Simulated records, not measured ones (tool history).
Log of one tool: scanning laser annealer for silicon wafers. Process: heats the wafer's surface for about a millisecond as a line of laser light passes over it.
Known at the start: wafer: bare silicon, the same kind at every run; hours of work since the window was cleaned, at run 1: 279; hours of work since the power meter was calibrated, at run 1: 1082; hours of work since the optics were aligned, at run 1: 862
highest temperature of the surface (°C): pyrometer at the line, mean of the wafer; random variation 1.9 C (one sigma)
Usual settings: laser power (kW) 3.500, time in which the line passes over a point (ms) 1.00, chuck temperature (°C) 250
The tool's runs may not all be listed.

run     day  laser power (kW)  time in which the line passes over a point (ms)  chuck temperature (°C)  hours of work since the window was cleaned  hours of work since the power meter was calibrated  hours of work since the optics were aligned  highest temperature of the surface (°C)
  1   0.000             3.500                                             1.00                     250                                         279                                                1082                                          862                                     1029
  2   2.342             3.500                                             1.00                     279                                         306                                                1109                                          889                                     1054
      4.458  -- window over the wafer cleaned
  3   4.821             3.500                                             1.00                     279                                           4                                                1136                                          917                                     1024
  4   6.058             3.500                                             1.00                     279                                          19                                                1151                                          931                                     1017
  5   7.512             3.500                                             0.89                     250                                          35                                                1168                                          948                                      945
  6   8.688             3.500                                             1.00                     280                                          49                                                1181                                          961                                     1014
  7  11.229             3.500                                             1.00                     280                                          78                                                1211                                          991                                     1012
     12.925  -- optics aligned, line set to its width
  8  12.925             3.332                                             1.00                     250                                          96                                                1228                                            0                                      945
  9  15.267             3.631                                             1.00                     236                                         123                                                1255                                           27                                     1003
     16.183  -- window over the wafer cleaned, once more
 10  16.767             3.631                                             1.00                     236                                           7                                                1271                                           43                                     1120
 11  19.183             3.567                                             0.79                     214                                          35                                                1299                                           71                                      970
 12  20.875             3.235                                             0.73                     263                                          54                                                1319                                           91                                      897
 13  23.138             3.115                                             0.80                     263                                          80                                                1345                                          117                                      895
 14  25.312             3.115                                             0.80                     263                                         106                                                1370                                          142                                      891
 15  26.992             3.516                                             0.77                     219                                         125                                                1390                                          162                                      930
 16  28.171             3.516                                             0.77                     219                                         139                                                1403                                          175                                      931

5 ways to go on from here, each from the tool as it stands after run 16. What would each give?
  A  29.567             3.079                                             0.97                     219                                         155                                                1419                                          192                                        ?
  B  29.567             3.500                                             0.88                     244                                         155                                                1419                                          192                                        ?
  C  29.567             3.721                                             0.77                     219                                         155                                                1419                                          192                                        ?
  D  29.567             3.315                                             1.00                     229                                         155                                                1419                                          192                                        ?
  E  29.567             3.785                                             0.98                     251                                         155                                                1419                                          192                                        ?

run  highest temperature of the surface (°C)
  A                                      897
  B                                     1000
  C                                      980
  D                                      985
  E                                     1139
Without the tool's hidden state the same runs would have given:
run  highest temperature of the surface (°C)
  A                                      922
  B                                     1028
  C                                     1008
  D                                     1013
  E                                     1172
